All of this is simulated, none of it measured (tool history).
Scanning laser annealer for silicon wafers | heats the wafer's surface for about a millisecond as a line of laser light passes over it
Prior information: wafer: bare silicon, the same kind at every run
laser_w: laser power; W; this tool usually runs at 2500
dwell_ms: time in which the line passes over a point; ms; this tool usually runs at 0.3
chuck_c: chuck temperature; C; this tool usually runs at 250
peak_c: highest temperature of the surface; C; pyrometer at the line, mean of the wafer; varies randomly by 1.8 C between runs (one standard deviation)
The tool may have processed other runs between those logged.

{"run": 1, "day": 0.0, "laser_w": 2500, "dwell_ms": 0.3, "chuck_c": 250, "peak_c": 950}
{"run": 2, "day": 2.112, "laser_w": 2500, "dwell_ms": 0.3, "chuck_c": 211, "peak_c": 910}
{"run": 3, "day": 4.042, "laser_w": 2500, "dwell_ms": 0.3, "chuck_c": 211, "peak_c": 906}
{"run": 4, "day": 5.925, "laser_w": 2500, "dwell_ms": 0.3, "chuck_c": 211, "peak_c": 908}
{"run": 5, "day": 7.912, "laser_w": 2500, "dwell_ms": 0.3, "chuck_c": 211, "peak_c": 903}
{"day": 8.425, "done": "window over the wafer cleaned"}
{"run": 6, "day": 9.575, "laser_w": 2500, "dwell_ms": 0.275, "chuck_c": 211, "peak_c": 907}
{"run": 7, "day": 10.979, "laser_w": 2500, "dwell_ms": 0.3, "chuck_c": 250, "peak_c": 981}
{"run": 8, "day": 12.5, "laser_w": 2500, "dwell_ms": 0.3, "chuck_c": 250, "peak_c": 979}
{"run": 9, "day": 15.262, "laser_w": 2500, "dwell_ms": 0.3, "chuck_c": 250, "peak_c": 975}
{"run": 10, "day": 18.079, "laser_w": 2500, "dwell_ms": 0.3, "chuck_c": 250, "peak_c": 976}
{"run": 11, "day": 20.138, "laser_w": 2500, "dwell_ms": 0.3, "chuck_c": 250, "peak_c": 974}
{"run": 12, "day": 21.896, "laser_w": 2500, "dwell_ms": 0.3, "chuck_c": 250, "peak_c": 971}
{"run": 13, "day": 24.896, "laser_w": 2500, "dwell_ms": 0.3, "chuck_c": 264, "peak_c": 981}
{"run": 14, "day": 26.817, "laser_w": 2500, "dwell_ms": 0.3, "chuck_c": 264, "peak_c": 979}
{"run": 15, "day": 29.258, "laser_w": 2500, "dwell_ms": 0.315, "chuck_c": 250, "peak_c": 984}
{"run": 16, "day": 31.35, "laser_w": 2500, "dwell_ms": 0.315, "chuck_c": 250, "peak_c": 982}
{"run": 17, "day": 32.688, "laser_w": 2195, "dwell_ms": 0.3, "chuck_c": 250, "peak_c": 864}
{"run": 18, "day": 35.438, "laser_w": 2500, "dwell_ms": 0.3, "chuck_c": 250, "peak_c": 959}
{"run": 19, "day": 37.533, "laser_w": 2500, "dwell_ms": 0.3, "chuck_c": 250, "peak_c": 953}
{"run": 20, "day": 39.721, "laser_w": 2500, "dwell_ms": 0.3, "chuck_c": 250, "peak_c": 955}
{"run": 21, "day": 41.338, "laser_w": 2500, "dwell_ms": 0.3, "chuck_c": 250, "peak_c": 951}
{"run": 22, "day": 44.362, "laser_w": 2500, "dwell_ms": 0.337, "chuck_c": 285, "peak_c": 1031}
{"run": 23, "day": 46.083, "laser_w": 2666, "dwell_ms": 0.245, "chuck_c": 285, "peak_c": 956}
{"run": 24, "day": 48.279, "laser_w": 2693, "dwell_ms": 0.245, "chuck_c": 275, "peak_c": 955}
{"run": 25, "day": 50.0, "laser_w": 2425, "dwell_ms": 0.294, "chuck_c": 275, "peak_c": 937}
{"run": 26, "day": 51.4, "laser_w": 2408, "dwell_ms": 0.372, "chuck_c": 213, "peak_c": 957}
{"run": 27, "day": 53.138, "laser_w": 2132, "dwell_ms": 0.298, "chuck_c": 213, "peak_c": 790}
{"run": 28, "day": 55.504, "laser_w": 2132, "dwell_ms": 0.285, "chuck_c": 273, "peak_c": 835}
{"run": 29, "day": 57.5, "laser_w": 2385, "dwell_ms": 0.215, "chuck_c": 230, "peak_c": 777}
{"day": 57.854, "done": "optics aligned, line set to its width"}
{"day": 59.75, "done": "window over the wafer cleaned"}
{"run": 30, "day": 59.775, "laser_w": 2376, "dwell_ms": 0.215, "chuck_c": 276, "peak_c": 857}
{"run": 31, "day": 61.867, "laser_w": 2651, "dwell_ms": 0.241, "chuck_c": 276, "peak_c": 971}
{"run": 32, "day": 63.842, "laser_w": 2298, "dwell_ms": 0.251, "chuck_c": 267, "peak_c": 869}
{"run": 33, "day": 65.129, "laser_w": 2297, "dwell_ms": 0.313, "chuck_c": 214, "peak_c": 888}
{"run": 34, "day": 67.512, "laser_w": 2364, "dwell_ms": 0.214, "chuck_c": 283, "peak_c": 856}
{"run": 35, "day": 69.767, "laser_w": 2251, "dwell_ms": 0.221, "chuck_c": 216, "peak_c": 764}
{"run": 36, "day": 71.617, "laser_w": 2251, "dwell_ms": 0.238, "chuck_c": 268, "peak_c": 834}
{"run": 37, "day": 73.933, "laser_w": 2251, "dwell_ms": 0.238, "chuck_c": 268, "peak_c": 835}
{"run": 38, "day": 76.479, "laser_w": 2500, "dwell_ms": 0.3, "chuck_c": 248, "peak_c": 966}
{"run": 39, "day": 77.771, "laser_w": 2378, "dwell_ms": 0.3, "chuck_c": 248, "peak_c": 924}
{"run": 40, "day": 79.983, "laser_w": 2480, "dwell_ms": 0.315, "chuck_c": 235, "peak_c": 960}
{"run": 41, "day": 81.958, "laser_w": 2698, "dwell_ms": 0.244, "chuck_c": 250, "peak_c": 942}

Each row is a separate what-if for the run after 41, all from the same tool condition, not one after another. Results?
{"run": "A", "day": 83.771, "laser_w": 2238, "dwell_ms": 0.221, "chuck_c": 217, "peak_c": "?"}
{"run": "B", "day": 83.771, "laser_w": 2600, "dwell_ms": 0.366, "chuck_c": 224, "peak_c": "?"}
{"run": "C", "day": 83.771, "laser_w": 2539, "dwell_ms": 0.3, "chuck_c": 250, "peak_c": "?"}
{"run": "D", "day": 83.771, "laser_w": 2500, "dwell_ms": 0.32, "chuck_c": 250, "peak_c": "?"}

run=A peak_c=750
run=B peak_c=1047
run=C peak_c=973
run=D peak_c=985
Without the tool's unlogged condition, the same runs would have read:
run=A peak_c=773
run=B peak_c=1082
run=C peak_c=1003
run=D peak_c=1017

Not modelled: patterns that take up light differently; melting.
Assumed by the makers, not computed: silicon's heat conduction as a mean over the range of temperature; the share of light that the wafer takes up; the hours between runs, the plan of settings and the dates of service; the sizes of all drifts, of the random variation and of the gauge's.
